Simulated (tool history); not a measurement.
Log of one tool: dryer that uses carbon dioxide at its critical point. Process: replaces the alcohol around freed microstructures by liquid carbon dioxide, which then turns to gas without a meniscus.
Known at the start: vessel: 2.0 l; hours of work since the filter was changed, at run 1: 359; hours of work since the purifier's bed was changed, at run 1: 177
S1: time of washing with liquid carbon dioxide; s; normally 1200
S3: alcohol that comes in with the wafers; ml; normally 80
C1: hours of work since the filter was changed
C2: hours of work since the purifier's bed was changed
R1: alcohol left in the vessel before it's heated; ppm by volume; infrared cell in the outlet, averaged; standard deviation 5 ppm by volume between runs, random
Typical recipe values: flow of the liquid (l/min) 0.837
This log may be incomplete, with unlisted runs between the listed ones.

run 1 hour=0 | S1=1200 flow_of_the_liquid_(l/min)=0.837 S3=80 | C1=359 C2=177 | R1=66
run 2 hour=7.8 | S1=1200 flow_of_the_liquid_(l/min)=0.837 S3=80 | C1=362 C2=180 | R1=69
run 3 hour=18.6 | S1=1200 flow_of_the_liquid_(l/min)=0.837 S3=33 | C1=366 C2=184 | R1=49
run 4 hour=31.8 | S1=1200 flow_of_the_liquid_(l/min)=0.837 S3=33 | C1=371 C2=189 | R1=40
run 5 hour=45.1 | S1=1200 flow_of_the_liquid_(l/min)=1.119 S3=80 | C1=376 C2=195 | R1=25
run 6 hour=50.9 | S1=1200 flow_of_the_liquid_(l/min)=1.119 S3=80 | C1=378 C2=197 | R1=37
run 7 hour=64.4 | S1=1200 flow_of_the_liquid_(l/min)=1.119 S3=80 | C1=383 C2=202 | R1=22
run 8 hour=71.2 | S1=1200 flow_of_the_liquid_(l/min)=1.119 S3=80 | C1=386 C2=205 | R1=32
run 9 hour=79.8 | S1=1200 flow_of_the_liquid_(l/min)=0.504 S3=80 | C1=389 C2=208 | R1=969
run 10 hour=86.7 | S1=1200 flow_of_the_liquid_(l/min)=0.504 S3=80 | C1=392 C2=211 | R1=946
run 11 hour=99.5 | S1=1200 flow_of_the_liquid_(l/min)=0.504 S3=80 | C1=397 C2=216 | R1=993
run 12 hour=112.2 | S1=1200 flow_of_the_liquid_(l/min)=0.504 S3=45 | C1=402 C2=221 | R1=573
run 13 hour=122.9 | S1=1200 flow_of_the_liquid_(l/min)=0.837 S3=80 | C1=406 C2=225 | R1=85
run 14 hour=132.5 | S1=1200 flow_of_the_liquid_(l/min)=0.837 S3=80 | C1=410 C2=228 | R1=79
run 15 hour=145 | S1=1200 flow_of_the_liquid_(l/min)=0.837 S3=80 | C1=415 C2=233 | R1=100
run 16 hour=155.8 | S1=1200 flow_of_the_liquid_(l/min)=0.837 S3=80 | C1=419 C2=237 | R1=83
run 17 hour=161.7 | S1=1200 flow_of_the_liquid_(l/min)=0.837 S3=80 | C1=421 C2=240 | R1=81
run 18 hour=168 | S1=1200 flow_of_the_liquid_(l/min)=1.065 S3=80 | C1=423 C2=242 | R1=42
run 19 hour=178.5 | S1=1440 flow_of_the_liquid_(l/min)=1.065 S3=80 | C1=427 C2=246 | R1=31
run 20 hour=191.2 | S1=1440 flow_of_the_liquid_(l/min)=1.065 S3=80 | C1=432 C2=251 | R1=31
run 21 hour=202.5 | S1=1020 flow_of_the_liquid_(l/min)=1.169 S3=27 | C1=437 C2=255 | R1=25
run 22 hour=211.4 | S1=1320 flow_of_the_liquid_(l/min)=1.169 S3=30 | C1=440 C2=259 | R1=29
run 23 hour=224.1 | S1=1320 flow_of_the_liquid_(l/min)=1.169 S3=30 | C1=445 C2=264 | R1=30
run 24 hour=230.3 | S1=1320 flow_of_the_liquid_(l/min)=1.169 S3=30 | C1=447 C2=266 | R1=34
run 25 hour=238.2 | S1=900 flow_of_the_liquid_(l/min)=1.169 S3=43 | C1=451 C2=269 | R1=53
run 26 hour=248.2 | S1=1320 flow_of_the_liquid_(l/min)=0.549 S3=89 | C1=454 C2=273 | R1=562
run 27 hour=258.1 | S1=1320 flow_of_the_liquid_(l/min)=0.549 S3=89 | C1=458 C2=277 | R1=580
run 28 hour=271 | S1=780 flow_of_the_liquid_(l/min)=0.549 S3=89 | C1=463 C2=282 | R1=3255
run 29 hour=283.8 | S1=780 flow_of_the_liquid_(l/min)=0.549 S3=89 | C1=468 C2=287 | R1=3336
run 30 hour=293.4 | S1=1200 flow_of_the_liquid_(l/min)=1.041 S3=80 | C1=472 C2=290 | R1=46
run 31 hour=307.1 | S1=1140 flow_of_the_liquid_(l/min)=1.251 S3=20 | C1=477 C2=296 | R1=29
run 32 hour=317.8 | S1=1200 flow_of_the_liquid_(l/min)=0.874 S3=29 | C1=481 C2=300 | R1=48
run 33 hour=324.3 | S1=1200 flow_of_the_liquid_(l/min)=0.874 S3=29 | C1=484 C2=302 | R1=53
run 34 hour=334.1 | S1=720 flow_of_the_liquid_(l/min)=0.837 S3=35 | C1=488 C2=306 | R1=431
run 35 hour=343 | S1=720 flow_of_the_liquid_(l/min)=0.837 S3=35 | C1=491 C2=310 | R1=427
-- hour=355.7 inlet filter changed
run 36 hour=358.1 | S1=1440 flow_of_the_liquid_(l/min)=0.652 S3=80 | C1=1 C2=315 | R1=70
run 37 hour=365.6 | S1=1440 flow_of_the_liquid_(l/min)=0.652 S3=80 | C1=4 C2=318 | R1=81
run 38 hour=379.6 | S1=1440 flow_of_the_liquid_(l/min)=0.647 S3=30 | C1=9 C2=323 | R1=58
run 39 hour=388.5 | S1=1440 flow_of_the_liquid_(l/min)=0.647 S3=30 | C1=13 C2=327 | R1=58

For each run, the measured value with the value that run would have given without the tool's hidden condition subtracted. The run-to-run variation is shared by both, the gauge scatter possibly not:
What the log doesn't record here: flow that reaches the vessel past the clogged filter, %; alcohol in the recycled carbon dioxide, ppm; drift of the gauge itself on alcohol_ppm, %.
run=1 R1=+46
run=2 R1=+48
run=3 R1=+30
run=4 R1=+31
run=5 R1=+21
run=6 R1=+22
run=7 R1=+22
run=8 R1=+23
run=9 R1=+399
run=10 R1=+393
run=11 R1=+414
run=12 R1=+246
run=13 R1=+58
run=14 R1=+58
run=15 R1=+59
run=16 R1=+60
run=17 R1=+62
run=18 R1=+28
run=19 R1=+24
run=20 R1=+24
run=21 R1=+25
run=22 R1=+24
run=23 R1=+24
run=24 R1=+25
run=25 R1=+40
run=26 R1=+301
run=27 R1=+306
run=28 R1=+1170
run=29 R1=+1208
run=30 R1=+36
run=31 R1=+27
run=32 R1=+41
run=33 R1=+41
run=34 R1=+225
run=35 R1=+219
run=36 R1=+29
run=37 R1=+31
run=38 R1=+30
run=39 R1=+32
